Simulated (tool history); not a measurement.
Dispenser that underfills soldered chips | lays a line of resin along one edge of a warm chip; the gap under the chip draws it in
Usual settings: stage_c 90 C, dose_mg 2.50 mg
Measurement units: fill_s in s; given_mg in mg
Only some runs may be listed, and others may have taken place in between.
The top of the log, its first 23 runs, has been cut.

| run | hour | stage_c | dose_mg | fill_s | given_mg |
|---|---|---|---|---|---|
|  | 89.0 | new syringe of resin |
| 24 | 89.0 | 97 | 2.30 | 12.0 | 2.28 |
| 25 | 92.6 | 82 | 3.12 | 22.1 | 3.11 |
| 26 | 96.4 | 82 | 2.34 | 26.1 | 2.31 |
| 27 | 101.5 | 82 | 2.34 | 31.8 | 2.31 |
|  | 103.9 | new syringe of resin |
| 28 | 104.4 | 105 | 2.74 | 9.3 | 2.70 |
| 29 | 107.2 | 105 | 2.74 | 9.6 | 2.71 |
| 30 | 110.0 | 95 | 3.14 | 15.6 | 3.08 |
| 31 | 112.2 | 85 | 2.39 | 23.7 | 2.35 |
| 32 | 115.6 | 87 | 2.81 | 23.7 | 2.75 |
|  | 118.7 | new syringe of resin |
| 33 | 120.0 | 97 | 2.88 | 12.7 | 2.82 |
| 34 | 124.1 | 103 | 2.57 | 10.6 | 2.47 |
| 35 | 127.0 | 103 | 2.57 | 12.0 | 2.49 |
| 36 | 130.7 | 96 | 2.77 | 18.3 | 2.69 |

Consider 3 possible next runs. They are alternatives, not a sequence: every one starts from the tool as it was left by run 36. What does each give?
|  | 133.6 | new syringe of resin |
| A | 134.7 | 77 | 2.79 | ? | ? |
|  | 133.6 | new syringe of resin |
| B | 134.7 | 78 | 2.34 | ? | ? |
|  | 133.6 | new syringe of resin |
| C | 134.7 | 96 | 3.07 | ? | ? |

| run | fill_s | given_mg |
|---|---|---|
| A | 26.7 | 2.71 |
| B | 25.7 | 2.27 |
| C | 12.8 | 2.95 |
Without the tool's hidden state the same runs would have given:
| run | fill_s | given_mg |
|---|---|---|
| A | 26.9 | 2.80 |
| B | 25.7 | 2.35 |
| C | 12.8 | 3.06 |
